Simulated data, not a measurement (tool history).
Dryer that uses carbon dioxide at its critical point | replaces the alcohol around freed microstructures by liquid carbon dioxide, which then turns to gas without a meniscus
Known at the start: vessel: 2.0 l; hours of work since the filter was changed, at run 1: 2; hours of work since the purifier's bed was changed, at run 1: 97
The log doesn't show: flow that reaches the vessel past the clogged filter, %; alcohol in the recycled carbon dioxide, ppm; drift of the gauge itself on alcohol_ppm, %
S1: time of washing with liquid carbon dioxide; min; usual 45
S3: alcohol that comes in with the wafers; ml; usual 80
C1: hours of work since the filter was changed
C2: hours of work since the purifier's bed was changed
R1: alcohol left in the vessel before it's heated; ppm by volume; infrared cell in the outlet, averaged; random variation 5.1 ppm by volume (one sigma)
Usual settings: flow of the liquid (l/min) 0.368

Run 1, hour 0: usual settings; C1 2; C2 97. Result: R1 88 ppm by volume.
Run 2, hour 16: usual settings but S3 24 ml; C1 14; C2 110. Result: R1 41 ppm by volume.
Run 3, hour 27.1: usual settings; C1 23; C2 119. Result: R1 96 ppm by volume.
Run 4, hour 35.7: usual settings but S1 47 min; C1 30; C2 125. Result: R1 79 ppm by volume.
Run 5, hour 44.7: usual settings but S3 51 ml; C1 37; C2 133. Result: R1 79 ppm by volume.
Run 6, hour 59.6: usual settings but S3 51 ml; C1 49; C2 144. Result: R1 86 ppm by volume.
Run 7, hour 68.2: usual settings; C1 56; C2 151. Result: R1 100 ppm by volume.
Run 8, hour 75.3: usual settings but S1 63 min, flow of the liquid (l/min) 0.304, S3 36 ml; C1 62; C2 157. Result: R1 50 ppm by volume.
Run 9, hour 88.4: usual settings but flow of the liquid (l/min) 0.267, S3 73 ml; C1 72; C2 167. Result: R1 429 ppm by volume.
Run 10, hour 99.8: usual settings but flow of the liquid (l/min) 0.267, S3 73 ml; C1 81; C2 176. Result: R1 431 ppm by volume.
Run 11, hour 110.1: usual settings but S1 71 min, flow of the liquid (l/min) 0.32; C1 89; C2 184. Result: R1 49 ppm by volume.
Run 12, hour 125.7: usual settings but S1 31 min, flow of the liquid (l/min) 0.299, S3 44 ml; C1 102; C2 197. Result: R1 709 ppm by volume.
Run 13, hour 133.7: usual settings but S1 31 min, flow of the liquid (l/min) 0.299, S3 44 ml; C1 108; C2 203. Result: R1 704 ppm by volume.
Run 14, hour 141.8: usual settings but S1 34 min, flow of the liquid (l/min) 0.248, S3 44 ml; C1 114; C2 210. Result: R1 992 ppm by volume.

Forecast each of these 4 alternatives for the next run:
Run A, hour 152.9: usual settings but S1 49 min, flow of the liquid (l/min) 0.381, S3 66 ml; C1 123; C2 218. Result: R1 ?.
Run B, hour 152.9: usual settings but S1 40 min, flow of the liquid (l/min) 0.267, S3 91 ml; C1 123; C2 218. Result: R1 ?.
Run C, hour 152.9: usual settings but S3 105 ml; C1 123; C2 218. Result: R1 ?.
Run D, hour 152.9: usual settings but S1 71 min, flow of the liquid (l/min) 0.248, S3 44 ml; C1 123; C2 218. Result: R1 ?.

run   R1
  A   80
  B  865
  C  153
  D   90
Without the tool's hidden state the same runs would have given:
run   R1
  A   28
  B  755
  C   91
  D   37
